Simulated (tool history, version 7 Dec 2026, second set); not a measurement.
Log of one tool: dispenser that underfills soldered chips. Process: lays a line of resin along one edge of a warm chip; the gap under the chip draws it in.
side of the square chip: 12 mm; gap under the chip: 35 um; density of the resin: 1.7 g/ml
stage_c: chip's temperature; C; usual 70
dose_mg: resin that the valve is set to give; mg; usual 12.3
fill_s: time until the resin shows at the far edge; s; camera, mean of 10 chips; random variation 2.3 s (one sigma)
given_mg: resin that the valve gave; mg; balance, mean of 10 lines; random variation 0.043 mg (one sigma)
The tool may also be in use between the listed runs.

{"run": 1, "hour": 0.0, "stage_c": 70, "dose_mg": 12.3, "fill_s": 312.1, "given_mg": 12.21}
{"hour": 3.5, "done": "new syringe of resin"}
{"run": 2, "hour": 8.6, "stage_c": 81, "dose_mg": 12.3, "fill_s": 179.3, "given_mg": 12.18}
{"hour": 14.3, "done": "new syringe of resin"}
{"run": 3, "hour": 15.5, "stage_c": 81, "dose_mg": 12.3, "fill_s": 147.3, "given_mg": 12.14}
{"run": 4, "hour": 22.1, "stage_c": 70, "dose_mg": 12.3, "fill_s": 329.8, "given_mg": 12.07}
{"hour": 24.5, "done": "new syringe of resin"}
{"run": 5, "hour": 29.3, "stage_c": 70, "dose_mg": 12.3, "fill_s": 276, "given_mg": 12.09}
{"hour": 32.1, "done": "dispensing valve cleaned and set on the balance"}
{"hour": 35.8, "done": "new syringe of resin"}
{"run": 6, "hour": 37.5, "stage_c": 70, "dose_mg": 14.3, "fill_s": 231.6, "given_mg": 14.3}
{"run": 7, "hour": 45.0, "stage_c": 70, "dose_mg": 14.3, "fill_s": 344.1, "given_mg": 14.13}
{"hour": 46.2, "done": "new syringe of resin"}
{"run": 8, "hour": 51.7, "stage_c": 70, "dose_mg": 14.3, "fill_s": 278, "given_mg": 14.25}
{"hour": 56.8, "done": "new syringe of resin"}
{"run": 9, "hour": 58.3, "stage_c": 70, "dose_mg": 15.2, "fill_s": 225.4, "given_mg": 15.06}
{"run": 10, "hour": 66.4, "stage_c": 70, "dose_mg": 15.2, "fill_s": 345.5, "given_mg": 15.01}
{"hour": 67.4, "done": "new syringe of resin"}
{"run": 11, "hour": 71.3, "stage_c": 83, "dose_mg": 12.3, "fill_s": 151.7, "given_mg": 12.17}
{"run": 12, "hour": 76.8, "stage_c": 58, "dose_mg": 12.3, "fill_s": 613.3, "given_mg": 12.07}
{"hour": 77.8, "done": "new syringe of resin"}
{"run": 13, "hour": 84.0, "stage_c": 58, "dose_mg": 12.3, "fill_s": 514.6, "given_mg": 12.11}
{"run": 14, "hour": 87.6, "stage_c": 58, "dose_mg": 12.3, "fill_s": 613.6, "given_mg": 12.07}
{"hour": 88.7, "done": "new syringe of resin"}
{"run": 15, "hour": 94.2, "stage_c": 70, "dose_mg": 12.3, "fill_s": 283.9, "given_mg": 12.08}
{"run": 16, "hour": 98.1, "stage_c": 70, "dose_mg": 12.3, "fill_s": 354.4, "given_mg": 12.15}
{"hour": 99.3, "done": "new syringe of resin"}
{"run": 17, "hour": 106.5, "stage_c": 70, "dose_mg": 12.3, "fill_s": 308.5, "given_mg": 12.05}
{"hour": 109.9, "done": "new syringe of resin"}
{"hour": 114.8, "done": "dispensing valve cleaned and set on the balance"}
{"run": 18, "hour": 115.5, "stage_c": 70, "dose_mg": 12.3, "fill_s": 267.9, "given_mg": 12.24}
{"run": 19, "hour": 119.7, "stage_c": 71, "dose_mg": 14.6, "fill_s": 314.8, "given_mg": 14.45}
{"hour": 121.2, "done": "new syringe of resin"}
{"run": 20, "hour": 124.4, "stage_c": 63, "dose_mg": 11.2, "fill_s": 342.5, "given_mg": 11.18}
{"hour": 131.7, "done": "new syringe of resin"}
{"run": 21, "hour": 133.0, "stage_c": 63, "dose_mg": 11.2, "fill_s": 306.4, "given_mg": 11.22}
{"run": 22, "hour": 136.6, "stage_c": 63, "dose_mg": 12.6, "fill_s": 362.4, "given_mg": 12.49}
{"run": 23, "hour": 141.2, "stage_c": 75, "dose_mg": 14, "fill_s": 277.4, "given_mg": 13.96}
{"hour": 142.7, "done": "new syringe of resin"}
{"run": 24, "hour": 149.9, "stage_c": 62, "dose_mg": 12.3, "fill_s": 440.6, "given_mg": 12.18}
{"hour": 153.4, "done": "new syringe of resin"}
{"run": 25, "hour": 155.8, "stage_c": 70, "dose_mg": 11.4, "fill_s": 240.2, "given_mg": 11.32}
{"hour": 163.7, "done": "new syringe of resin"}
{"run": 26, "hour": 163.9, "stage_c": 80, "dose_mg": 13.9, "fill_s": 134.8, "given_mg": 13.76}
{"run": 27, "hour": 167.8, "stage_c": 75, "dose_mg": 12.2, "fill_s": 205.4, "given_mg": 12.05}
{"hour": 174.1, "done": "new syringe of resin"}
{"run": 28, "hour": 175.7, "stage_c": 82, "dose_mg": 11.6, "fill_s": 140.4, "given_mg": 11.46}
{"run": 29, "hour": 180.9, "stage_c": 82, "dose_mg": 13.3, "fill_s": 178.9, "given_mg": 13.1}
{"hour": 184.5, "done": "new syringe of resin"}
{"run": 30, "hour": 186.5, "stage_c": 68, "dose_mg": 12.2, "fill_s": 256.1, "given_mg": 12.03}
{"run": 31, "hour": 193.4, "stage_c": 63, "dose_mg": 14.1, "fill_s": 447.9, "given_mg": 13.79}
{"hour": 195.3, "done": "new syringe of resin"}
{"hour": 197.9, "done": "dispensing valve cleaned and set on the balance"}
{"hour": 200.1, "done": "stage's temperature calibrated"}
{"run": 32, "hour": 202.9, "stage_c": 63, "dose_mg": 14.1, "fill_s": 425.1, "given_mg": 14.09}
{"hour": 208.0, "done": "new syringe of resin"}
{"run": 33, "hour": 211.0, "stage_c": 63, "dose_mg": 14.3, "fill_s": 361.4, "given_mg": 14.23}
{"run": 34, "hour": 216.8, "stage_c": 69, "dose_mg": 11.9, "fill_s": 386.2, "given_mg": 11.85}
{"hour": 218.8, "done": "new syringe of resin"}
{"run": 35, "hour": 225.3, "stage_c": 69, "dose_mg": 11.9, "fill_s": 339, "given_mg": 11.78}
{"hour": 229.1, "done": "new syringe of resin"}
{"run": 36, "hour": 231.0, "stage_c": 69, "dose_mg": 11.9, "fill_s": 262.6, "given_mg": 11.78}

Some steps in fill_s between neighbouring runs. How much of each would the tool show without its hidden state too (settings, what came in, random variation), and how much is left for the hidden state, with any gauge scatter that isn't in both results?
The hidden state here: resin's viscosity, % of fresh resin's; dose that the valve gives, % of what is set; true chip temperature over the reading, C; drift of the gauge itself on fill_s, %; drift of the gauge itself on given_mg, %.
Run 11 -> 12: stage_c 83 -> 58. fill_s +461.6 s: hidden state +193.1, all else +268.5.
Run 14 -> 15: stage_c 58 -> 70, new syringe of resin. fill_s -329.7 s: hidden state -163.3, all else -166.4.
Run 24 -> 25: stage_c 62 -> 70, dose_mg 12.3 -> 11.4, new syringe of resin. fill_s -200.4 s: hidden state -111.8, all else -88.6.
Run 30 -> 31: stage_c 68 -> 63, dose_mg 12.2 -> 14.1. fill_s +191.8 s: hidden state +137.3, all else +54.5.
